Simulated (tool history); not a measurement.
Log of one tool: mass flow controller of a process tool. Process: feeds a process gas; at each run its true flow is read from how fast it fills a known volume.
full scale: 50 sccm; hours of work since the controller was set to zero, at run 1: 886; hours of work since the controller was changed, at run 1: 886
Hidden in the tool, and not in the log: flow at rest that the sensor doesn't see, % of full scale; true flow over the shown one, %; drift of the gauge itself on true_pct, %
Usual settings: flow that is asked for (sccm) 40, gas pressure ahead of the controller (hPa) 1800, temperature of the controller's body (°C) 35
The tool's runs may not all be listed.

run	hour	flow that is asked for (sccm)	gas pressure ahead of the controller (hPa)	temperature of the controller's body (°C)	hours of work since the controller was set to zero	hours of work since the controller was changed	true flow (%)
1	0.0	40	1800	35	886	886	98.67
2	40.9	22	1800	35	907	907	97.74
3	91.9	40	2390	35	932	932	98.35
4	159.5	40	2650	35	966	966	98.28
5	217.1	40	2650	35	995	995	98.33
6	295.6	40	2650	35	1034	1034	98.16
7	366.6	40	1800	35	1070	1070	98.51
8	417.7	40	1800	35	1095	1095	98.56
9	476.2	40	1800	35	1125	1125	98.54
10	531.3	5	1800	35	1152	1152	96.08
11	582.8	40	1800	35	1178	1178	98.48
12	619.0	40	1800	35	1196	1196	98.46
13	665.4	40	1800	22	1219	1219	99.20
14	732.0	15	1800	35	1253	1253	97.02
15	793.1	30	1770	35	1283	1283	98.08
16	855.1	34	2450	31	1314	1314	98.12
17	912.8	34	1570	31	1343	1343	98.38
18	979.2	9	1560	25	1376	1376	97.21
19	1047.1	7	1950	37	1410	1410	96.04
20	1099.3	36	2390	25	1437	1437	98.49
21	1145.4	27	2540	27	1460	1460	97.85
22	1224.8	40	2520	28	1499	1499	98.51
23	1282.4	15	1720	23	1528	1528	97.65
24	1343.2	15	1720	23	1559	1559	97.66
25	1419.7	15	1720	23	1597	1597	97.60
26	1498.4	5	1690	35	1636	1636	95.58
27	1577.2	40	1580	31	1676	1676	98.58

3 ways to go on from here, each from the tool as it stands after run 27. What would each give?
A	1617.3	5	1400	31	1696	1696	?
B	1617.3	45	1590	32	1696	1696	?
C	1617.3	40	2600	20	1696	1696	?

run	true flow (%)
A	95.88
B	98.62
C	98.74
Without the tool's hidden state the same runs would have given:
run	true flow (%)
A	97.86
B	99.49
C	99.63
